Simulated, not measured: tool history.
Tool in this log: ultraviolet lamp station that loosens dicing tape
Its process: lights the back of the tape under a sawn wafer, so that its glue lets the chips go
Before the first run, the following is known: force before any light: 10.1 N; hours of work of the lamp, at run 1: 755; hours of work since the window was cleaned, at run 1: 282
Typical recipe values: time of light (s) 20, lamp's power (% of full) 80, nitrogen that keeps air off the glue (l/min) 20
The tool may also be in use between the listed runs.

run   hour  time of light (s)  lamp's power (% of full)  nitrogen that keeps air off the glue (l/min)  hours of work of the lamp  hours of work since the window was cleaned  force that peels the tape off (N)  light that reached the tape (J/m2)
  1    0.0                 20                        80                                            20                        755                                         282                              0.272                                3490
  2   20.0                 20                        80                                            20                        770                                         297                              0.260                                3490
  3   36.1                 20                        80                                            20                        782                                         309                              0.289                                3590
  4   56.8                 20                        71                                            20                        797                                         324                              0.389                                3150
  5   70.6                 20                        71                                            20                        807                                         334                              0.387                                3120
  6   95.4                 20                        71                                            20                        825                                         352                              0.389                                3110
  7  113.2                 20                        71                                            20                        838                                         365                              0.409                                3090
  8  131.9                 20                        71                                            20                        852                                         379                              0.383                                3150
  9  149.8                 20                        80                                            20                        865                                         392                              0.275                                3500
 10  176.7                 20                        80                                            20                        885                                         412                              0.265                                3520
 11  192.1                 20                        80                                            20                        896                                         423                              0.274                                3510
 12  206.7                 20                        80                                            20                        907                                         434                              0.276                                3490
 13  233.2                 20                        80                                            20                        926                                         454                              0.271                                3460
 14  250.1                 20                        65                                            20                        939                                         466                              0.490                                2820
 15  274.6                 20                        65                                            20                        957                                         484                              0.505                                2860
 16  294.4                 20                        65                                            20                        971                                         499                              0.498                                2810
     296.6  -- window cleaned of glue's vapour
 17  318.1                 20                        93                                            20                        988                                          16                              0.179                                4090
 18  332.8                 20                        93                                            20                        999                                          27                              0.187                                4040
 19  360.2                 20                        93                                            20                       1019                                          47                              0.189                                4080
 20  383.6                 20                        93                                            20                       1037                                          64                              0.181                                4090
 21  395.5                 20                        93                                            20                       1045                                          73                              0.181                                4050
 22  423.3                 15                        96                                             8                       1066                                          93                              0.797                                3170
 23  440.5                 15                        96                                             8                       1078                                         106                              0.789                                3130
 24  468.0                 17                        65                                            20                       1099                                         126                              0.780                                2460
 25  489.0                 17                        65                                            20                       1114                                         141                              0.769                                2410
 26  508.6                 21                        65                                            12                       1128                                         156                              0.678                                2990
 27  528.3                 37                        80                                            24                       1143                                         170                              0.074                                6520
 28  548.7                 22                        80                                            24                       1158                                         185                              0.178                                3860
 29  562.3                 32                        71                                            10                       1168                                         195                              0.188                                4990
 30  574.2                 36                        90                                            10                       1177                                         204                              0.073                                7200
 31  590.3                 36                        90                                            10                       1189                                         216                              0.080                                7120
 32  609.4                 17                        93                                             9                       1203                                         230                              0.579                                3440
 33  626.7                 17                        93                                             9                       1215                                         243                              0.592                                3470
 34  643.1                 33                        98                                             6                       1227                                         255                              0.118                                7070
 35  667.2                 10                        79                                             6                       1245                                         272                              2.804                                1720
 36  679.3                 10                        79                                             6                       1254                                         281                              2.794                                1720
 37  703.7                 10                        79                                             6                       1272                                         299                              2.743                                1760
 38  730.5                 20                        97                                            26                       1292                                         319                              0.134                                4250
 39  747.7                 11                        99                                             7                       1304                                         332                              1.666                                2370
 40  766.4                 11                        99                                             7                       1318                                         345                              1.584                                2390
 41  790.7                 11                        63                                             9                       1336                                         363                              2.762                                1520
 42  809.2                 11                        63                                             9                       1349                                         377                              2.803                                1550

How the hidden state differs across the entries between the runs, from the last listed run before each to the first after it:
Runs 16 to 17: window cleaned of glue's vapour (hour 296.6)
  light that the window lets through, % of a clean one's: 99.9 -> 100
  measured value less the no-hidden-state value, force that peels the tape off (N): +0.003 -> +0.001

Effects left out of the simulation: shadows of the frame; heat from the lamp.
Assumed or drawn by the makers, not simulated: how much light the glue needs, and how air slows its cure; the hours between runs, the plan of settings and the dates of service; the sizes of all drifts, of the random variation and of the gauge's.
